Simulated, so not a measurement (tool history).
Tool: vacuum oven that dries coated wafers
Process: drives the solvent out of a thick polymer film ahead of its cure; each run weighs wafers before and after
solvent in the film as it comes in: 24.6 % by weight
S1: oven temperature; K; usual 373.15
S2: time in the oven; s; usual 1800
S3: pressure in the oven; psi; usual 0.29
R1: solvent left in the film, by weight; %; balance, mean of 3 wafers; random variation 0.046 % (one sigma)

run    hour      S1    S2     S3    R1
  1       0  373.15  1800   0.29  1.48
         19  -- oven's thermocouples calibrated
  2    31.8  373.15  2460   0.29  1.08
  3    51.5  373.15  1800   0.29   1.5
  4    79.9  373.15  1800   0.29  1.48
  5      96  373.15  1800   0.29   1.4
  6     110  373.15  1800   0.29  1.46
  7   126.8  373.15  1800   0.29  1.35
  8   153.7  373.15  2280   0.29  1.02
  9   176.3  373.15  2280   0.29  1.14
 10     200  373.15  2280   0.29  1.18
      208.3  -- oven's thermocouples calibrated, once more
 11     231  373.15  1800  0.654   3.2
 12   260.3  373.15  1800  0.654  3.16
 13   285.7  373.15  1800  0.654  3.23
 14   299.6  373.15  1800  0.654  3.13
 15   324.5  373.15  1800  0.654   3.1
 16   352.8  373.15  1800  0.654   3.1
 17   370.1  373.15  1800  0.654  3.06
 18     392  373.15  1800  0.654  3.11
 19   407.8  373.15  1800   0.29  1.74
 20   428.3  373.15  1800   0.29  1.93
 21   449.7  373.15  1800   0.29  1.84
 22   465.6  373.15  1800  0.595  2.99
 23   491.9  373.15  1800  0.674  3.18
 24   520.8  373.15  1800  0.674  3.25
 25   546.5  365.15  3120  0.795  4.32
 26   565.5  365.15  3000  0.352  2.35
 27     585  385.15   960  0.268  1.52
 28   606.1  385.15   960  0.268   1.6
 29   630.1  385.15   960  0.268  1.59
 30   645.8  373.15  2040   0.29  1.62
 31   674.7  380.15  2340  0.358  1.19
 32   703.3  380.15  2340  0.358  1.14
 33     722  380.15  2340  0.358  1.16
 34   752.5  365.15  1500  0.286  4.35
 35   772.8  365.15  1500  0.286   4.3
 36   787.8  365.15  1440   0.74  6.53
 37   811.8  370.15  1440  0.371  3.44
 38   827.8  385.15  1500  0.174  0.67
 39     854  366.15   960  0.682  8.17
 40   877.1  366.15   960  0.682  7.99
 41   895.4  366.15   960  0.682  7.98
 42   919.2  373.15  1380   0.29  2.54
 43   933.9  379.15  1200   0.29  1.88
 44   954.1  364.15  2820  0.821  4.74
 45     979  382.15   960  0.402  2.28
 46    1007  373.15  1080  0.222  3.36
 47  1021.2  373.15  3060  0.705  2.68

Measured less the same run without the tool's hidden state. The same run-to-run variation is in both; the gauge's scatter may not be:
The hidden state here: true wafer temperature over the reading, C; true pressure over the reading, kPa; drift of the gauge itself on solvent_pct, %.
run     R1
  1  -0.35
  2   -0.2
  3   -0.4
  4  -0.41
  5   -0.4
  6  -0.41
  7   -0.4
  8  -0.24
  9  -0.25
 10  -0.24
 11  +0.01
 12     +0
 13     +0
 14  -0.01
 15     +0
 16  -0.01
 17  -0.02
 18  -0.01
 19     +0
 20     +0
 21     +0
 22  -0.02
 23  -0.03
 24  -0.03
 25  -0.02
 26  +0.01
 27  -0.04
 28  -0.04
 29  -0.04
 30     +0
 31  +0.03
 32  +0.03
 33  +0.03
 34  -0.14
 35  -0.15
 36   -0.2
 37  -0.12
 38  +0.02
 39  -0.26
 40  -0.26
 41  -0.27
 42  -0.12
 43  -0.08
 44  -0.11
 45  -0.12
 46   -0.2
 47  -0.02

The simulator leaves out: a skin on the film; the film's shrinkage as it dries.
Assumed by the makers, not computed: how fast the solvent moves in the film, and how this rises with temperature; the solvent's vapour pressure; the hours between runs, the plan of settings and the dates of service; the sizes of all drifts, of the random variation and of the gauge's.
